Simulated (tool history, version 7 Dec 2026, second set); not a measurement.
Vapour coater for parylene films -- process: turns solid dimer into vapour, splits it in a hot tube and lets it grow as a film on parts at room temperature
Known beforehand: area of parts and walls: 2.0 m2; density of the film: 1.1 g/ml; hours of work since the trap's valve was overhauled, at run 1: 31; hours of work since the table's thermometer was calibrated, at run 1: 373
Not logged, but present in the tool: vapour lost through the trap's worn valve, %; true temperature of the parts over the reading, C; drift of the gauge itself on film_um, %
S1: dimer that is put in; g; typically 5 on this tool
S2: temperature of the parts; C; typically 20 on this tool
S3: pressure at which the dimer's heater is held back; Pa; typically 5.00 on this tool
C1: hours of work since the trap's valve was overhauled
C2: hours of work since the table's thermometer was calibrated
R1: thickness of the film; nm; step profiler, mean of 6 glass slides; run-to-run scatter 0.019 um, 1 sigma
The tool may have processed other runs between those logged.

run 1 hour=0.0 | S1=5 S2=20 S3=5.00 | C1=31 C2=373 | R1=1660
run 2 hour=18.7 | S1=4 S2=20 S3=5.00 | C1=39 C2=381 | R1=1340
run 3 hour=37.8 | S1=5 S2=20 S3=2.11 | C1=47 C2=389 | R1=1880
run 4 hour=57.9 | S1=5 S2=20 S3=5.00 | C1=56 C2=398 | R1=1700
run 5 hour=79.3 | S1=5 S2=22 S3=5.00 | C1=65 C2=407 | R1=1540
run 6 hour=92.7 | S1=5 S2=22 S3=5.00 | C1=71 C2=413 | R1=1560
run 7 hour=107.4 | S1=5 S2=14 S3=5.00 | C1=77 C2=419 | R1=2100
run 8 hour=117.9 | S1=5 S2=20 S3=5.00 | C1=81 C2=423 | R1=1670
run 9 hour=131.5 | S1=5 S2=20 S3=5.00 | C1=87 C2=429 | R1=1680
run 10 hour=143.0 | S1=5 S2=20 S3=5.00 | C1=92 C2=434 | R1=1690
run 11 hour=160.6 | S1=8 S2=20 S3=5.00 | C1=99 C2=441 | R1=2690
run 12 hour=182.5 | S1=7 S2=20 S3=5.00 | C1=109 C2=451 | R1=2320
run 13 hour=204.7 | S1=5 S2=20 S3=5.00 | C1=118 C2=460 | R1=1630
run 14 hour=215.6 | S1=5 S2=13 S3=5.00 | C1=123 C2=465 | R1=2200
run 15 hour=239.1 | S1=5 S2=13 S3=5.00 | C1=133 C2=475 | R1=2140
run 16 hour=252.2 | S1=5 S2=13 S3=5.00 | C1=138 C2=480 | R1=2190
run 17 hour=263.4 | S1=5 S2=21 S3=5.70 | C1=143 C2=485 | R1=1580
run 18 hour=284.9 | S1=3 S2=31 S3=7.53 | C1=152 C2=494 | R1=620
run 19 hour=310.1 | S1=5 S2=16 S3=9.49 | C1=163 C2=505 | R1=1780
run 20 hour=331.2 | S1=4 S2=13 S3=9.74 | C1=172 C2=514 | R1=1610
run 21 hour=348.0 | S1=5 S2=25 S3=10.51 | C1=179 C2=521 | R1=1260
run 22 hour=367.0 | S1=5 S2=25 S3=10.51 | C1=187 C2=529 | R1=1260
run 23 hour=383.0 | S1=5 S2=18 S3=3.59 | C1=193 C2=535 | R1=1900
run 24 hour=401.1 | S1=5 S2=18 S3=3.59 | C1=201 C2=543 | R1=1870
run 25 hour=426.8 | S1=5 S2=18 S3=3.59 | C1=212 C2=554 | R1=1880
run 26 hour=438.7 | S1=6 S2=16 S3=5.10 | C1=217 C2=559 | R1=2330
run 27 hour=462.6 | S1=2 S2=23 S3=2.86 | C1=227 C2=569 | R1=640
run 28 hour=487.0 | S1=2 S2=23 S3=2.86 | C1=237 C2=579 | R1=640
run 29 hour=511.8 | S1=3 S2=25 S3=5.91 | C1=248 C2=590 | R1=820
-- hour=539.5 trap's valve overhauled
run 30 hour=539.6 | S1=7 S2=20 S3=6.82 | C1=0 C2=600 | R1=2220
run 31 hour=557.4 | S1=3 S2=30 S3=6.82 | C1=8 C2=607 | R1=670
run 32 hour=580.1 | S1=3 S2=30 S3=11.14 | C1=17 C2=617 | R1=600

How the hidden state differs across the entries between the runs, from the last listed run before each to the first after it:
Between runs 29 and 30: trap's valve overhauled (hour 539.5)
  vapour lost through the trap's worn valve, %: 0.4 -> 0
